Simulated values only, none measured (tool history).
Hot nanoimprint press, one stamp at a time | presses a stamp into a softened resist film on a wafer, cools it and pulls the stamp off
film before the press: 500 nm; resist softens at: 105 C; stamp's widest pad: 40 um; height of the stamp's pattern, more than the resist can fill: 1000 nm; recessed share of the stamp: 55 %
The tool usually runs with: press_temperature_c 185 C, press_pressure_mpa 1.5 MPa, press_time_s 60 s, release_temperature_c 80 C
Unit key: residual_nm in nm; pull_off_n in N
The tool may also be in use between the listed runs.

run 1 hour=0 | press_temperature_c=185 press_pressure_mpa=1.5 press_time_s=60 release_temperature_c=80 | residual_nm=282.6 pull_off_n=235
-- hour=76.5 stamp cleaned and given a new release coat
run 2 hour=77.2 | press_temperature_c=185 press_pressure_mpa=1.5 press_time_s=60 release_temperature_c=80 | residual_nm=281.8 pull_off_n=226
run 3 hour=142.1 | press_temperature_c=185 press_pressure_mpa=1.5 press_time_s=60 release_temperature_c=80 | residual_nm=283.2 pull_off_n=230
run 4 hour=203.5 | press_temperature_c=185 press_pressure_mpa=1.5 press_time_s=60 release_temperature_c=80 | residual_nm=281.1 pull_off_n=238
run 5 hour=277.5 | press_temperature_c=185 press_pressure_mpa=1.5 press_time_s=60 release_temperature_c=80 | residual_nm=282.3 pull_off_n=236
run 6 hour=311.2 | press_temperature_c=185 press_pressure_mpa=1.5 press_time_s=60 release_temperature_c=80 | residual_nm=282.4 pull_off_n=234
run 7 hour=367.5 | press_temperature_c=185 press_pressure_mpa=1.5 press_time_s=60 release_temperature_c=80 | residual_nm=281.4 pull_off_n=231
run 8 hour=419.7 | press_temperature_c=185 press_pressure_mpa=1.5 press_time_s=60 release_temperature_c=80 | residual_nm=281 pull_off_n=239
-- hour=468.4 stamp cleaned and given a new release coat
run 9 hour=468.4 | press_temperature_c=185 press_pressure_mpa=1.5 press_time_s=60 release_temperature_c=80 | residual_nm=280.3 pull_off_n=236
run 10 hour=517.2 | press_temperature_c=185 press_pressure_mpa=1.5 press_time_s=60 release_temperature_c=77 | residual_nm=282 pull_off_n=241
run 11 hour=575 | press_temperature_c=185 press_pressure_mpa=1.42 press_time_s=89 release_temperature_c=80 | residual_nm=253.3 pull_off_n=232
-- hour=583.1 plate thermocouple calibrated
run 12 hour=633.4 | press_temperature_c=185 press_pressure_mpa=1.5 press_time_s=42 release_temperature_c=83 | residual_nm=312.6 pull_off_n=229
run 13 hour=674.5 | press_temperature_c=185 press_pressure_mpa=1.5 press_time_s=42 release_temperature_c=83 | residual_nm=313.2 pull_off_n=229
run 14 hour=717.3 | press_temperature_c=185 press_pressure_mpa=1.5 press_time_s=42 release_temperature_c=83 | residual_nm=312.2 pull_off_n=226
run 15 hour=761.8 | press_temperature_c=182 press_pressure_mpa=1.99 press_time_s=60 release_temperature_c=80 | residual_nm=279.4 pull_off_n=232
run 16 hour=801.7 | press_temperature_c=182 press_pressure_mpa=1.99 press_time_s=66 release_temperature_c=66 | residual_nm=270.2 pull_off_n=277
-- hour=864.3 stamp cleaned and given a new release coat
run 17 hour=868 | press_temperature_c=182 press_pressure_mpa=1.26 press_time_s=66 release_temperature_c=66 | residual_nm=325.5 pull_off_n=274
run 18 hour=935.4 | press_temperature_c=182 press_pressure_mpa=1.26 press_time_s=66 release_temperature_c=66 | residual_nm=325.1 pull_off_n=275
run 19 hour=1003.2 | press_temperature_c=182 press_pressure_mpa=1.21 press_time_s=117 release_temperature_c=77 | residual_nm=280.8 pull_off_n=245
run 20 hour=1042 | press_temperature_c=182 press_pressure_mpa=1.21 press_time_s=47 release_temperature_c=83 | residual_nm=358.6 pull_off_n=228

Consider 4 possible next runs. They are alternatives, not a sequence: every one starts from the tool as it was left by run 20. What does each give?
-- hour=1080.2 press's hydraulic seals changed and the load cell set to zero
run A hour=1125 | press_temperature_c=189 press_pressure_mpa=1.5 press_time_s=60 release_temperature_c=80 | residual_nm=? pull_off_n=?
-- hour=1080.2 press's hydraulic seals changed and the load cell set to zero
run B hour=1125 | press_temperature_c=182 press_pressure_mpa=1.21 press_time_s=74 release_temperature_c=83 | residual_nm=? pull_off_n=?
-- hour=1080.2 press's hydraulic seals changed and the load cell set to zero
run C hour=1125 | press_temperature_c=182 press_pressure_mpa=1.02 press_time_s=33 release_temperature_c=83 | residual_nm=? pull_off_n=?
-- hour=1080.2 press's hydraulic seals changed and the load cell set to zero
run D hour=1125 | press_temperature_c=185 press_pressure_mpa=1.5 press_time_s=114 release_temperature_c=80 | residual_nm=? pull_off_n=?

run=A residual_nm=238.3 pull_off_n=227
run=B residual_nm=318.4 pull_off_n=223
run=C residual_nm=401.3 pull_off_n=222
run=D residual_nm=223.5 pull_off_n=237
Had the tool no hidden state, the same runs would have come out as:
run=A residual_nm=241.4 pull_off_n=226
run=B residual_nm=322.5 pull_off_n=222
run=C residual_nm=406.3 pull_off_n=221
run=D residual_nm=226.5 pull_off_n=237
